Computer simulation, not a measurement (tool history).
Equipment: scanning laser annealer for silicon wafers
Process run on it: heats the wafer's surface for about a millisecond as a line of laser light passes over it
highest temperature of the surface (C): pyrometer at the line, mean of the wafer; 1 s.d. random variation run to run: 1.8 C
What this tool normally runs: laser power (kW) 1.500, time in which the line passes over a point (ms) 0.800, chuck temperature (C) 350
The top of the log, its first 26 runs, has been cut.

run    hour  laser power (kW)  time in which the line passes over a point (ms)  chuck temperature (C)  hours of work since the window was cleaned  hours of work since the power meter was calibrated  hours of work since the optics were aligned  highest temperature of the surface (C)
 27  1506.4             1.565                                            0.928                    371                                         309                                                1097                                          392                                    1146
 28  1566.4             1.565                                            0.782                    371                                         338                                                1126                                          420                                    1084
 29  1645.0             1.565                                            0.782                    371                                         375                                                1163                                          458                                    1086
 30  1716.6             1.584                                            0.669                    324                                         409                                                1197                                          492                                     998
 31  1764.6             1.357                                            0.622                    324                                         432                                                1220                                          515                                     860
 32  1804.1             1.357                                            0.622                    324                                         451                                                1239                                          534                                     858
     1816.9  -- window over the wafer cleaned
 33  1862.2             1.366                                            0.939                    324                                          22                                                1266                                          560                                     990
 34  1909.6             1.445                                            0.742                    320                                          44                                                1289                                          583                                     965
 35  1945.7             1.530                                            0.906                    311                                          61                                                1306                                          600                                    1064
 36  2021.9             1.530                                            0.906                    311                                          98                                                1342                                          636                                    1058
 37  2078.2             1.623                                            0.954                    350                                         125                                                1369                                          663                                    1170

Run 38, settings as shown, results not yet in. Your forecast:
 38  2114.7             1.623                                            0.954                    350                                         142                                                1386                                          681                                       ?

highest temperature of the surface (C): 1169
If the tool had no hidden condition, the same run with the same run-to-run variation would have returned highest temperature of the surface (C) 1195.

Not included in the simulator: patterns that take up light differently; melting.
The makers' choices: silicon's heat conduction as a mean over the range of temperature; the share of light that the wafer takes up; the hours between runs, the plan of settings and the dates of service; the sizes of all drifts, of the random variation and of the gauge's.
